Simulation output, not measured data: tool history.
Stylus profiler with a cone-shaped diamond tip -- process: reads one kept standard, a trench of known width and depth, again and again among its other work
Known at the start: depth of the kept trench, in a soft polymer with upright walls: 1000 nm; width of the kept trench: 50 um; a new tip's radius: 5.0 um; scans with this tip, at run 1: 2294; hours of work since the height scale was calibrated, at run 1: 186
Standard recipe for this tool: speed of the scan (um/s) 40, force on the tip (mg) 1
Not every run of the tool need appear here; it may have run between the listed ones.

run   hour  speed of the scan (um/s)  force on the tip (mg)  scans with this tip  hours of work since the height scale was calibrated  depth of the trench (nm)  width of the trench's floor (um)
  1      0                        40                      1                 2294                                                  186                   1005.07                             43.07
  2   17.1                        40                      1                 2389                                                  193                   1005.23                             43.13
  3   34.8                        40                      1                 2487                                                  201                   1005.25                             43.12
  4   48.6                        40                   1.38                 2564                                                  208                   1006.47                             43.11
  5   65.8                        40                      1                 2660                                                  215                   1005.22                             43.05
  6     76                        40                      1                 2717                                                  220                   1005.24                             43.05
  7   95.1                        40                   1.81                 2823                                                  229                   1007.67                             43.02
  8  106.7                        40                   1.81                 2888                                                  234                   1007.61                             43.08
  9  119.3                        40                      1                 2958                                                  240                   1005.35                             42.92
 10  143.8                        40                      1                 3094                                                  251                   1005.29                                43
 11  156.9                        13                      1                 3167                                                  256                   1005.28                              43.1
 12  169.1                        13                      1                 3236                                                  262                   1005.59                             43.08
 13    193                        40                   0.73                 3368                                                  273                   1004.42                             42.84
 14  216.6                       109                   0.73                 3500                                                  283                    1004.7                             42.39
 15  233.5                       109                   0.73                 3594                                                  291                    1004.4                             42.29
 16  255.8                       109                   0.73                 3718                                                  301                   1004.61                              42.3
 17    267                        35                   0.73                 3781                                                  306                    1004.3                              42.8
 18    288                        35                   0.73                 3897                                                  316                   1004.66                             42.76
 19  299.5                       129                      1                 3962                                                  321                   1005.71                             42.24
 20  317.5                       129                   1.85                 4062                                                  329                    1008.3                             42.36
 21  338.6                       152                   1.97                 4179                                                  338                   1008.57                             42.27
 22  359.9                       118                   0.45                 4298                                                  348                    1003.3                             41.93
 23  379.8                        32                   1.49                 4409                                                  357                   1007.41                             42.72
 24    397                        32                   1.49                 4504                                                  365                    1007.3                             42.73
 25    412                       149                    0.4                 4588                                                  371                    1003.2                             41.47
     414.7  -- height scale calibrated on a step standard
 26  423.9                       149                    0.4                 4651                                                    4                    1003.8                             41.47
 27  436.2                       143                   2.75                 4720                                                   10                   1010.57                             42.31
 28  449.1                       143                   2.75                 4792                                                   16                   1011.18                             42.29
 29  460.2                       127                   1.23                 4853                                                   21                   1006.98                             42.14
     464.1  -- height scale calibrated on a step standard, once more
 30    474                       127                   0.89                 4928                                                    4                   1004.54                             41.99
 31  488.6                       123                   0.42                 5009                                                   11                   1002.61                             41.63
 32  499.4                       123                   0.35                 5069                                                   16                   1002.19                             41.55
 33  523.9                        48                   0.63                 5205                                                   27                   1003.67                             42.36
 34  534.7                        15                   0.84                 5265                                                   32                   1004.76                             42.62
 35  555.2                        15                   0.84                 5380                                                   41                   1004.51                             42.57
 36  572.9                        15                   0.84                 5478                                                   49                   1004.41                             42.54
 37  586.9                        15                   0.84                 5556                                                   55                   1004.47                             42.53

Hidden state at the last listed run before each entry between runs and at the first one after, where it differs:
In the gap between runs 25 and 26: height scale calibrated on a step standard (hour 414.7)
  radius of the tip, um: 6.93 -> 6.96; height scale over the true one, %: 0.08 -> 0.123
  the result without the hidden state subtracted from the measured one, depth of the trench (nm): +0.8 -> +1.24; width of the trench's floor (um): -1.18 -> -1.19
In the gap between runs 29 and 30: height scale calibrated on a step standard, once more (hour 464.1)
  radius of the tip, um: 7.04 -> 7.07; height scale over the true one, %: 0.129 -> -0.012
  the result without the hidden state subtracted from the measured one, depth of the trench (nm): +1.29 -> -0.11; width of the trench's floor (um): -1.24 -> -1.24
